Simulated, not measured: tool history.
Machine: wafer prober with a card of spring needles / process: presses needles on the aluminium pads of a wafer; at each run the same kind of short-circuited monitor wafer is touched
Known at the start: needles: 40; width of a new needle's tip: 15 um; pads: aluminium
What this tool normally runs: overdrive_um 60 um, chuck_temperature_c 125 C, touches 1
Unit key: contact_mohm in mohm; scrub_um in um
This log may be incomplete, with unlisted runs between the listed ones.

Run 1, hour 0.0: usual settings. Result: contact_mohm 261 mohm, scrub_um 11.33 um.
Run 2, hour 9.8: usual settings. Result: contact_mohm 258 mohm, scrub_um 11.35 um.
Run 3, hour 18.0: usual settings. Result: contact_mohm 263 mohm, scrub_um 11.32 um.
Run 4, hour 23.7: usual settings. Result: contact_mohm 262 mohm, scrub_um 11.35 um.
Run 5, hour 32.7: usual settings. Result: contact_mohm 264 mohm, scrub_um 11.29 um.
Run 6, hour 42.2: usual settings. Result: contact_mohm 267 mohm, scrub_um 11.33 um.
Run 7, hour 47.8: usual settings but touches 2. Result: contact_mohm 263 mohm, scrub_um 11.35 um.
Run 8, hour 53.8: usual settings. Result: contact_mohm 261 mohm, scrub_um 11.34 um.
Run 9, hour 59.9: usual settings. Result: contact_mohm 260 mohm, scrub_um 11.39 um.
Run 10, hour 69.6: usual settings. Result: contact_mohm 264 mohm, scrub_um 11.33 um.
Run 11, hour 79.1: usual settings. Result: contact_mohm 262 mohm, scrub_um 11.27 um.
Run 12, hour 85.5: usual settings. Result: contact_mohm 264 mohm, scrub_um 11.26 um.
Run 13, hour 90.2: usual settings. Result: contact_mohm 261 mohm, scrub_um 11.26 um.
Run 14, hour 96.9: usual settings. Result: contact_mohm 260 mohm, scrub_um 11.30 um.
Run 15, hour 106.8: usual settings. Result: contact_mohm 262 mohm, scrub_um 11.26 um.
Run 16, hour 113.5: usual settings. Result: contact_mohm 261 mohm, scrub_um 11.27 um.
Run 17, hour 117.7: usual settings but overdrive_um 52 um. Result: contact_mohm 268 mohm, scrub_um 9.71 um.
Run 18, hour 127.0: usual settings but overdrive_um 52 um. Result: contact_mohm 266 mohm, scrub_um 9.75 um.
Run 19, hour 136.2: usual settings but overdrive_um 52 um. Result: contact_mohm 267 mohm, scrub_um 9.81 um.
Run 20, hour 145.4: usual settings but overdrive_um 66 um, chuck_temperature_c 34 C. Result: contact_mohm 235 mohm, scrub_um 12.35 um.
Run 21, hour 154.3: usual settings but overdrive_um 66 um, chuck_temperature_c 34 C. Result: contact_mohm 239 mohm, scrub_um 12.29 um.
Run 22, hour 163.7: usual settings but overdrive_um 77 um, chuck_temperature_c 38 C. Result: contact_mohm 235 mohm, scrub_um 14.34 um.
Run 23, hour 170.2: usual settings but overdrive_um 77 um, chuck_temperature_c 38 C. Result: contact_mohm 233 mohm, scrub_um 14.39 um.
Run 24, hour 179.1: usual settings but chuck_temperature_c 67 C. Result: contact_mohm 247 mohm, scrub_um 11.30 um.
Run 25, hour 185.7: usual settings but overdrive_um 48 um, touches 3. Result: contact_mohm 266 mohm, scrub_um 9.16 um.
Run 26, hour 193.7: usual settings but chuck_temperature_c 36 C. Result: contact_mohm 239 mohm, scrub_um 11.36 um.
Run 27, hour 199.4: usual settings but chuck_temperature_c 36 C. Result: contact_mohm 242 mohm, scrub_um 11.40 um.
Run 28, hour 209.1: usual settings but overdrive_um 71 um, chuck_temperature_c 46 C, touches 2. Result: contact_mohm 240 mohm, scrub_um 13.44 um.
Run 29, hour 213.9: usual settings but overdrive_um 69 um, chuck_temperature_c 49 C, touches 3. Result: contact_mohm 240 mohm, scrub_um 13.03 um.
Run 30, hour 223.6: usual settings but overdrive_um 80 um, chuck_temperature_c 49 C, touches 3. Result: contact_mohm 236 mohm, scrub_um 15.17 um.
Run 31, hour 231.9: usual settings but overdrive_um 80 um, chuck_temperature_c 49 C, touches 3. Result: contact_mohm 237 mohm, scrub_um 15.17 um.
Run 32, hour 240.2: usual settings but overdrive_um 73 um, chuck_temperature_c 36 C. Result: contact_mohm 234 mohm, scrub_um 13.74 um.

Removed from this log: 28 entries logged between the listed runs. Between which two listed runs does each belong, and how does the tool's hidden state at the listed run before it compare with that at the listed run after it?
Runs 1 to 2: tips cleaned on abrasive film (hour 7.7)
  drift of the gauge itself on scrub_um, %: 0 -> -0.11
  measured minus no-state result, scrub_um: +0.00 -> -0.02 um
Runs 2 to 3: tips cleaned on abrasive film (hour 16.7)
  drift of the gauge itself on scrub_um, %: -0.11 -> -0.2
  measured minus no-state result, scrub_um: -0.02 -> -0.02 um
Runs 4 to 5: tips cleaned on abrasive film (hour 25.7)
  drift of the gauge itself on scrub_um, %: -0.26 -> -0.36
  measured minus no-state result, scrub_um: -0.04 -> -0.04 um
Runs 5 to 6: tips cleaned on abrasive film (hour 35.0)
  drift of the gauge itself on scrub_um, %: -0.36 -> -0.47
  measured minus no-state result, scrub_um: -0.04 -> -0.06 um
Runs 6 to 7: tips cleaned on abrasive film (hour 43.8)
  debris on the tips, nm: 0.3 -> 0.2; drift of the gauge itself on scrub_um, %: -0.47 -> -0.53
  measured minus no-state result, scrub_um: -0.06 -> -0.06 um
Runs 7 to 8: tips cleaned on abrasive film (hour 53.0); height of the first contact set anew (hour 53.3)
  debris on the tips, nm: 0.2 -> 0.1; way that the needles fall short of the set height, um: 0.01 -> 0; drift of the gauge itself on scrub_um, %: -0.53 -> -0.59
  measured minus no-state result, scrub_um: -0.06 -> -0.07 um
Runs 9 to 10: tips cleaned on abrasive film (hour 62.0)
  debris on the tips, nm: 0.3 -> 0.4; drift of the gauge itself on scrub_um, %: -0.66 -> -0.77
  measured minus no-state result, scrub_um: -0.08 -> -0.08 um
Runs 10 to 11: tips cleaned on abrasive film (hour 70.9)
  drift of the gauge itself on scrub_um, %: -0.77 -> -0.87
  measured minus no-state result, scrub_um: -0.08 -> -0.10 um
Runs 11 to 12: tips cleaned on abrasive film (hour 79.6)
  debris on the tips, nm: 0.4 -> 0.3; drift of the gauge itself on scrub_um, %: -0.87 -> -0.94
  measured minus no-state result, scrub_um: -0.10 -> -0.11 um
Runs 12 to 13: tips cleaned on abrasive film (hour 89.1)
  debris on the tips, nm: 0.3 -> 0.1; drift of the gauge itself on scrub_um, %: -0.94 -> -0.99
  measured minus no-state result, scrub_um: -0.11 -> -0.11 um
Runs 14 to 15: tips cleaned on abrasive film (hour 98.2)
  debris on the tips, nm: 0.3 -> 0.4; drift of the gauge itself on scrub_um, %: -1.07 -> -1.18
  measured minus no-state result, scrub_um: -0.12 -> -0.13 um
Runs 15 to 16: tips cleaned on abrasive film (hour 107.3)
  debris on the tips, nm: 0.4 -> 0.3; drift of the gauge itself on scrub_um, %: -1.18 -> -1.25
  measured minus no-state result, scrub_um: -0.13 -> -0.14 um
Runs 16 to 17: tips cleaned on abrasive film (hour 116.2)
  debris on the tips, nm: 0.3 -> 0.1; drift of the gauge itself on scrub_um, %: -1.25 -> -1.3
  measured minus no-state result, scrub_um: -0.14 -> -0.13 um
Runs 17 to 18: tips cleaned on abrasive film (hour 125.1)
  drift of the gauge itself on scrub_um, %: -1.3 -> -1.4
  measured minus no-state result, scrub_um: -0.13 -> -0.14 um
Runs 18 to 19: tips cleaned on abrasive film (hour 134.0)
  debris on the tips, nm: 0.1 -> 0.2; drift of the gauge itself on scrub_um, %: -1.4 -> -1.5
  measured minus no-state result, scrub_um: -0.14 -> -0.14 um
Runs 19 to 20: tips cleaned on abrasive film (hour 143.1)
  debris on the tips, nm: 0.2 -> 0.1; drift of the gauge itself on scrub_um, %: -1.5 -> -1.6
  measured minus no-state result, scrub_um: -0.14 -> -0.20 um
Runs 20 to 21: tips cleaned on abrasive film (hour 151.9)
  drift of the gauge itself on scrub_um, %: -1.6 -> -1.7
  measured minus no-state result, scrub_um: -0.20 -> -0.22 um
Runs 21 to 22: tips cleaned on abrasive film (hour 161.0)
  debris on the tips, nm: 0.1 -> 0.2; drift of the gauge itself on scrub_um, %: -1.7 -> -1.81
  measured minus no-state result, scrub_um: -0.22 -> -0.26 um
Runs 22 to 23: tips cleaned on abrasive film (hour 170.1)
  debris on the tips, nm: 0.2 -> 0; drift of the gauge itself on scrub_um, %: -1.81 -> -1.88
  measured minus no-state result, scrub_um: -0.26 -> -0.28 um
Runs 23 to 24: gauge calibrated (hour 173.4); tips cleaned on abrasive film (hour 179.1)
  drift of the gauge itself on scrub_um, %: -1.88 -> -0.06
  measured minus no-state result, scrub_um: -0.28 -> -0.01 um
Runs 25 to 26: tips cleaned on abrasive film (hour 188.3)
  drift of the gauge itself on scrub_um, %: -0.14 -> -0.22
  measured minus no-state result, scrub_um: -0.01 -> -0.03 um
Runs 26 to 27: tips cleaned on abrasive film (hour 197.8)
  debris on the tips, nm: 0.3 -> 0.1; drift of the gauge itself on scrub_um, %: -0.22 -> -0.29
  measured minus no-state result, scrub_um: -0.03 -> -0.04 um
Runs 27 to 28: tips cleaned on abrasive film (hour 206.9)
  drift of the gauge itself on scrub_um, %: -0.29 -> -0.39
  measured minus no-state result, scrub_um: -0.04 -> -0.05 um
Runs 29 to 30: tips cleaned on abrasive film (hour 215.7)
  debris on the tips, nm: 0.3 -> 0.4; drift of the gauge itself on scrub_um, %: -0.45 -> -0.56
  measured minus no-state result, scrub_um: -0.06 -> -0.08 um
Runs 30 to 31: tips cleaned on abrasive film (hour 224.6)
  debris on the tips, nm: 0.4 -> 0.3; drift of the gauge itself on scrub_um, %: -0.56 -> -0.65
  measured minus no-state result, scrub_um: -0.08 -> -0.10 um
Runs 31 to 32: tips cleaned on abrasive film (hour 233.7)
  drift of the gauge itself on scrub_um, %: -0.65 -> -0.74
  measured minus no-state result, scrub_um: -0.10 -> -0.10 um

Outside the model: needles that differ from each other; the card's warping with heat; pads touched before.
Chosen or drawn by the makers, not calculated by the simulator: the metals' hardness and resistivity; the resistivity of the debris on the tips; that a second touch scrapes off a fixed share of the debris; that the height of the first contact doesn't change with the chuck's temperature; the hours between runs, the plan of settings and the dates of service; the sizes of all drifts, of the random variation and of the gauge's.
